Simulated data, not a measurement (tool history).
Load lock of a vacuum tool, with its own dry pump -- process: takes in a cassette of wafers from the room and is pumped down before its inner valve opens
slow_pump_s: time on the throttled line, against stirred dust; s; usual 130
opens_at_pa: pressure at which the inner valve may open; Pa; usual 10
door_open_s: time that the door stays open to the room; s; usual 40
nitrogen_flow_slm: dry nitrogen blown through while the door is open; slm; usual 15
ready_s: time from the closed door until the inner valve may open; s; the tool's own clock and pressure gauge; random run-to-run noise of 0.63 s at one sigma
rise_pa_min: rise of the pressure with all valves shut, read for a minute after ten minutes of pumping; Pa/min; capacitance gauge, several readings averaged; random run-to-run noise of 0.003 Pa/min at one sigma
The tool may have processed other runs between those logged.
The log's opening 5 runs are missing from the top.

run,day,slow_pump_s,opens_at_pa,door_open_s,nitrogen_flow_slm,"incoming humidity of the room's air, %",ready_s,rise_pa_min
6,25.600,130,10,40,7,42.2,230.2,0.039
7,30.421,130,10,40,21,43.1,230.8,0.032
8,34.671,224,10,40,15,40.9,300.7,0.032
9,37.858,224,10,40,15,45.2,299.5,0.034
10,41.742,224,10,74,15,42.3,300.3,0.041
11,44.746,224,10,74,15,45.6,299.8,0.040
12,50.654,224,10,74,15,43.2,300.7,0.046
13,56.000,213,10,40,15,40.4,294.4,0.035
14,58.821,138,10,40,15,45.1,237.4,0.038
15,64.617,130,10,40,15,48.7,231.8,0.037
16,69.325,130,10,40,15,44.2,233.6,0.035
17,72.046,130,10,40,15,44.4,231.6,0.041
18,78.467,214,10,40,15,44.7,295.5,0.038
19,83.458,130,10,40,15,48.6,231.0,0.036
# day 85.133: dry pump taken out, an overhauled one fitted
20,87.762,130,10,40,9,42.6,217.9,0.044
21,93.908,69,10,40,13,42.9,171.2,0.039
22,97.533,69,17,40,13,45.9,164.8,0.039
23,104.058,110,13,32,17,45.0,199.5,0.044
24,109.242,130,10,37,15,47.3,218.1,0.040
25,112.408,130,16,55,5,43.9,212.9,0.054
26,117.475,130,16,55,5,44.5,214.1,0.052
27,123.521,130,11,40,14,47.7,218.2,0.044
28,127.029,247,10,40,15,47.1,311.1,0.046
29,133.225,241,10,55,15,45.4,305.4,0.043

What does the tool deliver on the next run?
30,137.167,241,10,55,15,47.3,?,?

For run 30 the tool returned ready_s 305.6 s, rise_pa_min 0.049 Pa/min.
The same run, on a tool lacking any hidden state, would have yielded ready_s 303.6 s, rise_pa_min 0.020 Pa/min.
